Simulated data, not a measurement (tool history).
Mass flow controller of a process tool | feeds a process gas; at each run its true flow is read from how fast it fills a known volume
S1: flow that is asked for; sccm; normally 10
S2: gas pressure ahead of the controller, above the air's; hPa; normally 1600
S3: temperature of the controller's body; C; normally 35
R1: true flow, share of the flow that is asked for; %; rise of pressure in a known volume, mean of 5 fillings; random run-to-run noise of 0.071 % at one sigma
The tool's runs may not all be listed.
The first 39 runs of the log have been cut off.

run 40 hour=3186.7 | S1=6 S2=1640 S3=26 | R1=97.79
run 41 hour=3241 | S1=6 S2=1640 S3=26 | R1=97.81
run 42 hour=3330.3 | S1=8 S2=1640 S3=26 | R1=98.06
run 43 hour=3399.2 | S1=17 S2=2310 S3=29 | R1=99.36
run 44 hour=3451.5 | S1=3 S2=1600 S3=32 | R1=98
run 45 hour=3535.7 | S1=15 S2=2570 S3=32 | R1=99.71
run 46 hour=3612.4 | S1=15 S2=1590 S3=32 | R1=98.93
run 47 hour=3678.6 | S1=15 S2=1700 S3=22 | R1=98.08
run 48 hour=3733.5 | S1=15 S2=1650 S3=35 | R1=99.27

3 options for the next run, each taken on its own from the tool as it stands now. Forecast them:
run A hour=3823 | S1=4 S2=2560 S3=35 | R1=?
run B hour=3823 | S1=15 S2=1720 S3=35 | R1=?
run C hour=3823 | S1=10 S2=1600 S3=22 | R1=?

run=A R1=98.98
run=B R1=99.28
run=C R1=97.62
The same runs, with their run-to-run variation unchanged, on a tool lacking any hidden condition would have given:
run=A R1=100.43
run=B R1=100.45
run=C R1=98.84
